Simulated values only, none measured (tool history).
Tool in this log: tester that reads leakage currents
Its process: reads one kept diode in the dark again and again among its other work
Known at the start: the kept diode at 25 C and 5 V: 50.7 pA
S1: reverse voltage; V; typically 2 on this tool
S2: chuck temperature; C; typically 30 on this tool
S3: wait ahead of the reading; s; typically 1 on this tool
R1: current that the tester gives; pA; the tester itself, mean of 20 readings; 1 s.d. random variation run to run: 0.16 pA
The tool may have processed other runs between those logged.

run 1 hour=0 | S1=2 S2=30 S3=1 | R1=51.59
run 2 hour=31.7 | S1=2 S2=30 S3=1 | R1=51.56
run 3 hour=48.5 | S1=2 S2=30 S3=1 | R1=51.42
run 4 hour=65.8 | S1=2 S2=30 S3=1 | R1=51.58
run 5 hour=83.3 | S1=2 S2=30 S3=1 | R1=51.57
run 6 hour=99.3 | S1=2 S2=35 S3=1 | R1=72.7
run 7 hour=128.5 | S1=2 S2=35 S3=1 | R1=72.86
run 8 hour=167.5 | S1=2 S2=35 S3=1 | R1=73.01
run 9 hour=198.5 | S1=2 S2=30 S3=1 | R1=51.71
run 10 hour=224.6 | S1=2 S2=30 S3=1 | R1=51.82
run 11 hour=262 | S1=2 S2=30 S3=1 | R1=51.53
run 12 hour=284.1 | S1=2 S2=30 S3=1 | R1=51.53
run 13 hour=317.9 | S1=2 S2=30 S3=1 | R1=51.33
run 14 hour=345.2 | S1=2 S2=30 S3=1 | R1=51.54
run 15 hour=361.3 | S1=2 S2=30 S3=1 | R1=51.65
run 16 hour=395 | S1=2 S2=30 S3=1 | R1=51.49
run 17 hour=433.7 | S1=4.12 S2=30 S3=1 | R1=67.12
run 18 hour=451.4 | S1=2 S2=30 S3=0.34 | R1=52
run 19 hour=480.8 | S1=2 S2=30 S3=0.34 | R1=51.8
run 20 hour=507.9 | S1=2 S2=30 S3=0.34 | R1=51.88
-- hour=547.4 chuck's temperature calibrated
run 21 hour=548.6 | S1=2 S2=30 S3=0.34 | R1=52.11
run 22 hour=572.9 | S1=5.55 S2=34 S3=1.52 | R1=99.59
run 23 hour=605.6 | S1=5.55 S2=34 S3=1.52 | R1=100.16
run 24 hour=644.9 | S1=1.92 S2=34 S3=1.77 | R1=67.15
run 25 hour=667.6 | S1=11.67 S2=30 S3=0.5 | R1=100.71
run 26 hour=698.2 | S1=17.24 S2=49 S3=1 | R1=408.16
run 27 hour=727.7 | S1=7.88 S2=20 S3=4.83 | R1=41.94
run 28 hour=753.9 | S1=7.88 S2=20 S3=4.83 | R1=42.07
run 29 hour=779.9 | S1=2 S2=20 S3=4.06 | R1=24.84
run 30 hour=800.8 | S1=2 S2=54 S3=2.24 | R1=245.1
run 31 hour=821.6 | S1=12.31 S2=30 S3=1.46 | R1=102.1
run 32 hour=857.1 | S1=12.31 S2=30 S3=1.46 | R1=103.25
run 33 hour=889.6 | S1=12.31 S2=30 S3=1.46 | R1=102.02
run 34 hour=928.7 | S1=2 S2=30 S3=3.34 | R1=51.28
run 35 hour=955.8 | S1=1.14 S2=30 S3=0.33 | R1=41.92
run 36 hour=978.2 | S1=1.14 S2=30 S3=0.33 | R1=41.75
run 37 hour=996.4 | S1=6.85 S2=20 S3=0.75 | R1=40.07
run 38 hour=1029.7 | S1=6.85 S2=20 S3=0.75 | R1=40.09
run 39 hour=1058.8 | S1=2 S2=30 S3=2.93 | R1=51.43
run 40 hour=1087.7 | S1=12.75 S2=35 S3=2.76 | R1=145.86

Predict each of these 3 candidate next runs independently; none follows another, all start after run 40:
run A hour=1118.8 | S1=7.68 S2=30 S3=1 | R1=?
run B hour=1118.8 | S1=12.75 S2=38 S3=2.76 | R1=?
run C hour=1118.8 | S1=12.75 S2=31 S3=2.76 | R1=?

run=A R1=85.67
run=B R1=179.23
run=C R1=110.89
With the hidden condition removed and each run's random variation left untouched, the same runs would have given:
run=A R1=85.65
run=B R1=179.22
run=C R1=110.86

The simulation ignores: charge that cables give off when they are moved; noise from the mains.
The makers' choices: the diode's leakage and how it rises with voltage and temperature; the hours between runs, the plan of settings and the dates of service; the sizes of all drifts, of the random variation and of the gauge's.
